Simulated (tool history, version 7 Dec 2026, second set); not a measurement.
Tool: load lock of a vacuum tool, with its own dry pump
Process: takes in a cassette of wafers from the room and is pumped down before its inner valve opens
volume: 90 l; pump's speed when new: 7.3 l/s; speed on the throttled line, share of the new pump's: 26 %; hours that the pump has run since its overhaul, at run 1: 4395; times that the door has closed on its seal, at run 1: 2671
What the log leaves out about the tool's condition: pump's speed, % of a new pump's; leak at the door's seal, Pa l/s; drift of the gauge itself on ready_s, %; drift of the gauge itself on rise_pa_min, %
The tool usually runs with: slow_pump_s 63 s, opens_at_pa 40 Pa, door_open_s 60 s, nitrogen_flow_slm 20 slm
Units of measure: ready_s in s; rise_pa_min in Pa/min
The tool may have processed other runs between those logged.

run    hour  slow_pump_s  opens_at_pa  door_open_s  nitrogen_flow_slm  hours that the pump has run since its overhaul  times that the door has closed on its seal  incoming humidity of the room's air, %  ready_s  rise_pa_min
  1       0           63           40           60                 20                                            4395                                        2671                                    40.3    149.8        0.055
  2    73.9           63           40           60                 20                                            4468                                        2827                                      47    147.1        0.057
  3   180.5           63           40           60                 20                                            4575                                        3052                                    48.8    147.4        0.056
  4   299.3           63           40           60                 20                                            4694                                        3302                                    42.2    147.5        0.055
  5   372.5           63           40           60                 20                                            4767                                        3457                                    46.8    147.1        0.059
  6   435.9           63           40           60                 20                                            4830                                        3591                                    45.8    149.5        0.061
  7   572.2           63           55           60                 20                                            4967                                        3878                                    44.5    144.2        0.068
  8   711.3           63           40           60                  5                                            5106                                        4172                                    42.7    146.9        0.073
  9   776.8           63           40           60                 21                                            5171                                        4310                                    44.8    148.3        0.067
 10   837.6           63           40           60                 21                                            5232                                        4438                                    45.8    146.8        0.074
 11   938.2           63           40           60                 21                                            5333                                        4650                                    40.8    146.7        0.066
 12  1028.9           63           40           60                 21                                            5423                                        4842                                    43.5    148.2        0.072
 13  1148.1           63           40           60                 20                                            5543                                        5094                                    48.9    149.3        0.079
 14  1290.3           63           40           60                 20                                            5685                                        5394                                    44.2    147.5        0.084
 15  1386.6           63           40           60                 20                                            5781                                        5597                                    46.6    147.9        0.085
 16  1496.5           63           40           60                 20                                            5891                                        5829                                      48    149.1        0.089
 17  1593.7           63           40           60                 20                                            5988                                        6034                                    44.9      147         0.09
 18  1730.1           39           59           60                 20                                            6125                                        6322                                    49.3    126.8        0.096
 19  1845.8           38           34           58                  6                                            6240                                        6566                                    45.7    133.2        0.113
 20  1920.7           79           34           58                  6                                            6315                                        6724                                    43.8      163        0.113
 21  2049.1          119           34           58                  6                                            6444                                        6995                                    44.3    191.7        0.109
 22  2159.8          119           34           58                  6                                            6554                                        7228                                    44.5    191.4        0.124
 23  2234.2           63           66           60                 20                                            6629                                        7385                                      42    141.9        0.109
 24  2380.4           63           66           60                 26                                            6775                                        7694                                    47.3      141        0.112
 25  2492.4           63           66           60                 26                                            6887                                        7930                                    46.3    143.7         0.11
 26  2594.7          112           38           56                 19                                            6989                                        8146                                    45.3    187.1        0.117
 27  2680.7           40           36           56                 18                                            7075                                        8328                                    42.4    133.8        0.119
 28  2823.4           63           40           60                  7                                            7218                                        8629                                    41.9    149.1         0.13
 29  2911.8           63           40           60                  7                                            7306                                        8815                                    46.8    148.8        0.141
 30  3018.6           63           40           60                  7                                            7413                                        9041                                    45.4    149.8        0.151

5 ways to go on from here, each from the tool as it stands after run 30. What would each give?
  A  3136.8           63           34           60                 20                                            7531                                        9290                                    43.4        ?            ?
  B  3136.8           41           75          123                  7                                            7531                                        9290                                      43        ?            ?
  C  3136.8           63           77           60                 20                                            7531                                        9290                                    48.5        ?            ?
  D  3136.8           64           34          112                  7                                            7531                                        9290                                      44        ?            ?
  E  3136.8           78           36           47                 20                                            7531                                        9290                                    40.4        ?            ?

run  ready_s  rise_pa_min
  A    151.7        0.134
  B    125.1        0.162
  C    141.3        0.138
  D    154.2        0.167
  E    161.7        0.129
With the hidden condition removed and each run's random variation left untouched, the same runs would have given:
run  ready_s  rise_pa_min
  A      145        0.027
  B      119        0.054
  C    135.6         0.03
  D    147.7        0.057
  E    155.6        0.022
